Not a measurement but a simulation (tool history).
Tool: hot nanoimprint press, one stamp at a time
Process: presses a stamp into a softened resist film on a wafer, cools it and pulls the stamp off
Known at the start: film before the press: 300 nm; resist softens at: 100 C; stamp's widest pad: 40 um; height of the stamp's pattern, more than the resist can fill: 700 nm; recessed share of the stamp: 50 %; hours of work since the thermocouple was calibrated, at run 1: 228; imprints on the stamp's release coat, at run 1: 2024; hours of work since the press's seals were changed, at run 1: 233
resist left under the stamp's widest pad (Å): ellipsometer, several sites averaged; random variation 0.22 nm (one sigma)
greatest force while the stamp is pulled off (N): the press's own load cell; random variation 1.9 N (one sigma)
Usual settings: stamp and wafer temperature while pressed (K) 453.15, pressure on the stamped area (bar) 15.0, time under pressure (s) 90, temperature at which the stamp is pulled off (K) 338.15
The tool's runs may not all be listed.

run   hour  stamp and wafer temperature while pressed (K)  pressure on the stamped area (bar)  time under pressure (s)  temperature at which the stamp is pulled off (K)  hours of work since the thermocouple was calibrated  imprints on the stamp's release coat  hours of work since the press's seals were changed  resist left under the stamp's widest pad (Å)  greatest force while the stamp is pulled off (N)
  1    0.0                                         453.15                                15.0                       90                                            338.15                                                  228                                  2024                                                 233                                          1185                                               191
  2    8.3                                         453.15                                21.5                       90                                            338.15                                                  233                                  2052                                                 238                                           961                                               197
  3   23.5                                         448.15                                15.0                       90                                            338.15                                                  243                                  2103                                                 248                                          1402                                               194
      31.9  -- stamp cleaned and given a new release coat
  4   36.9                                         453.15                                15.0                       50                                            338.15                                                  248                                    17                                                 253                                          1437                                               159
  5   50.8                                         453.15                                15.0                       90                                            338.15                                                  257                                    64                                                 262                                          1178                                               161
  6   57.8                                         453.15                                15.0                       90                                            338.15                                                  261                                    87                                                 267                                          1183                                               163
  7   65.1                                         453.15                                15.0                       90                                            326.15                                                  266                                   112                                                 272                                          1182                                               201
  8   81.2                                         453.15                                15.0                       90                                            326.15                                                  277                                   167                                                 282                                          1177                                               203
  9   88.3                                         453.15                                15.0                       90                                            326.15                                                  281                                   190                                                 287                                          1177                                               205
 10  101.6                                         453.15                                15.0                       90                                            326.15                                                  290                                   235                                                 295                                          1177                                               208
 11  118.1                                         453.15                                15.0                       90                                            326.15                                                  301                                   291                                                 306                                          1179                                               203
 12  127.8                                         453.15                                15.0                       52                                            338.15                                                  307                                   324                                                 312                                          1419                                               162
 13  143.3                                         453.15                                15.0                       48                                            338.15                                                  317                                   376                                                 323                                          1455                                               166
 14  156.6                                         453.15                                15.0                       48                                            338.15                                                  326                                   421                                                 331                                          1450                                               165
 15  164.6                                         453.15                                15.0                       48                                            338.15                                                  331                                   447                                                 336                                          1453                                               166
 16  179.1                                         460.15                                18.8                       58                                            344.15                                                  341                                   496                                                 346                                           962                                               147
 17  196.2                                         447.15                                 9.3                       89                                            323.15                                                  352                                   554                                                 357                                          1838                                               222
 18  205.1                                         447.15                                 9.3                       89                                            323.15                                                  357                                   584                                                 363                                          1840                                               221
 19  216.0                                         447.15                                 9.3                       85                                            323.15                                                  365                                   621                                                 370                                          1856                                               226
 20  229.3                                         447.15                                 9.3                       85                                            323.15                                                  373                                   666                                                 379                                          1855                                               222
     233.1  -- plate thermocouple calibrated
 21  244.7                                         458.15                                 9.2                      137                                            329.15                                                    8                                   707                                                 387                                          1140                                               201
 22  261.1                                         444.15                                23.2                       71                                            329.15                                                   18                                   763                                                 397                                          1357                                               205
 23  268.6                                         446.15                                19.8                      110                                            336.15                                                   23                                   788                                                 402                                          1187                                               180

The next listed run, before its measurement:
 24  279.5                                         453.15                                10.9                       90                                            338.15                                                   30                                   825                                                 409                                             ?                                                 ?

{"run 24": {"resist left under the stamp's widest pad (Å)": 1398, "greatest force while the stamp is pulled off (N)": 171}}
Without the tool's hidden state the same run would have given resist left under the stamp's widest pad (Å) 1424, greatest force while the stamp is pulled off (N) 161.
